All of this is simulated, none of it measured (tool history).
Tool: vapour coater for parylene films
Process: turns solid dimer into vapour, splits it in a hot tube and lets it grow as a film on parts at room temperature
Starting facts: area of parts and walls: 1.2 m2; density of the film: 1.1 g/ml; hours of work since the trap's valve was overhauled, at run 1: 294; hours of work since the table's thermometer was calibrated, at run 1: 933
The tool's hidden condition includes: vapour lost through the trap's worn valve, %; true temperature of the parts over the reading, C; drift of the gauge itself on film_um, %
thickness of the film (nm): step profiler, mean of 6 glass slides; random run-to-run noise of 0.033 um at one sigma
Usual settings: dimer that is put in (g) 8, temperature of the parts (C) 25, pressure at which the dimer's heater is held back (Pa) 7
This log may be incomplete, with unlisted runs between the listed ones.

run    hour  dimer that is put in (g)  temperature of the parts (C)  pressure at which the dimer's heater is held back (Pa)  hours of work since the trap's valve was overhauled  hours of work since the table's thermometer was calibrated  thickness of the film (nm)
  1       0                         8                            25                                                       7                                                  294                                                         933                        3040
  2    45.1                         8                            25                                                    5.12                                                  333                                                         971                        3130
  3   104.4                         8                            25                                                    5.12                                                  383                                                        1021                        3030
  4   141.2                         7                            25                                                       7                                                  414                                                        1052                        2490
  5   173.6                         7                            25                                                    3.89                                                  441                                                        1080                        2810
      187.1  -- trap's valve overhauled
  6   217.2                         8                            25                                                       7                                                   26                                                        1113                        3270
  7   261.7                         8                            25                                                       7                                                   63                                                        1151                        3240
  8   297.5                         4                            25                                                       7                                                   94                                                        1181                        1590
  9   335.2                         4                            25                                                       7                                                  126                                                        1213                        1600
 10   395.7                         8                            25                                                       7                                                  177                                                        1264                        3090
 11   462.5                         8                            25                                                       7                                                  233                                                        1321                        3080
 12   514.6                         8                            25                                                       7                                                  278                                                        1365                        2990
 13   586.1                         8                            25                                                       7                                                  338                                                        1426                        2990
 14   649.3                         8                            25                                                       7                                                  392                                                        1479                        2940
      655.4  -- table's thermometer calibrated
 15   712.5                         4                            23                                                    4.27                                                  444                                                          48                        1800
      722.2  -- trap's valve overhauled
 16   779.3                         4                            28                                                    4.39                                                   48                                                         102                        1610
 17   813.2                         6                            19                                                       7                                                   77                                                         130                        3180
 18   865.4                         6                            19                                                       7                                                  121                                                         175                        3170
 19   901.3                         9                            25                                                    4.91                                                  152                                                         205                        3830
 20   974.6                         9                            25                                                     2.9                                                  214                                                         267                        4270
 21  1013.3                         8                            24                                                    8.68                                                  247                                                         300                        3220
     1028.9  -- table's thermometer calibrated, once more
 22  1062.4                         4                            31                                                    9.21                                                  287                                                          28                        1120
 23  1094.9                         4                            31                                                    9.21                                                  315                                                          56                        1050
 24  1171.6                         3                            26                                                    9.21                                                  380                                                         121                        1020
 25  1215.4                         8                            27                                                    7.69                                                  417                                                         158                        2560
     1258.7  -- trap's valve overhauled
 26  1258.7                         8                            27                                                    7.69                                                    0                                                         191                        2940
 27  1320.3                         8                            27                                                    7.69                                                   52                                                         244                        2870
 28  1386.4                         8                            27                                                    7.69                                                  108                                                         300                        2810

Consider 3 possible next runs. They are alternatives, not a sequence: every one starts from the tool as it was left by run 28. What does each give?
  A  1457.8                         4                            27                                                    4.95                                                  169                                                         360                           ?
  B  1457.8                         4                            17                                                   11.54                                                  169                                                         360                           ?
  C  1457.8                         9                            25                                                       7                                                  169                                                         360                           ?

run  thickness of the film (nm)
  A                        1480
  B                        1930
  C                        3490
Stripped of hidden state, with their random variation kept, the same runs would have yielded:
run  thickness of the film (nm)
  A                        1550
  B                        2020
  C                        3650
